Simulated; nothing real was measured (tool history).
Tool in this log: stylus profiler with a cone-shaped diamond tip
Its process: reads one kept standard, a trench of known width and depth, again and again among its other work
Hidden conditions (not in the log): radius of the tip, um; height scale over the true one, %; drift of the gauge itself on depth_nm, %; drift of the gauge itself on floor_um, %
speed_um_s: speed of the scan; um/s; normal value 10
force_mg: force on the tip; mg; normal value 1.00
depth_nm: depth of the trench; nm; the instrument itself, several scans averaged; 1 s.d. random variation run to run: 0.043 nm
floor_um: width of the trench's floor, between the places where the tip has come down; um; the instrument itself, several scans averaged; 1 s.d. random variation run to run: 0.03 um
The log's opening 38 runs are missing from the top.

run,hour,speed_um_s,force_mg,scans with this tip,hours of work since the height scale was calibrated,depth_nm,floor_um
39,992.9,11,2.94,6870,662,202.34,27.17
40,1011.2,3,0.53,6969,671,200.69,27.14
41,1032.7,4,2.13,7085,683,201.87,27.17
42,1052.7,4,2.13,7193,693,201.91,27.13
43,1072.8,18,0.74,7302,704,200.93,27.09
44,1102.1,3,2.17,7460,719,201.84,27.15
45,1131.6,11,1.11,7620,734,201.26,27.10
46,1163.8,11,1.11,7794,751,201.23,27.11

Branching from run 46: 3 alternative next runs. What would each branch give?
A,1186.5,3,0.36,7916,763,?,?
B,1186.5,2,1.13,7916,763,?,?
C,1186.5,8,1.11,7916,763,?,?

run,depth_nm,floor_um
A,200.55,27.12
B,201.16,27.21
C,201.24,27.09
What these runs would have given with no unlogged condition in the tool:
run,depth_nm,floor_um
A,200.55,27.13
B,201.16,27.22
C,201.24,27.10
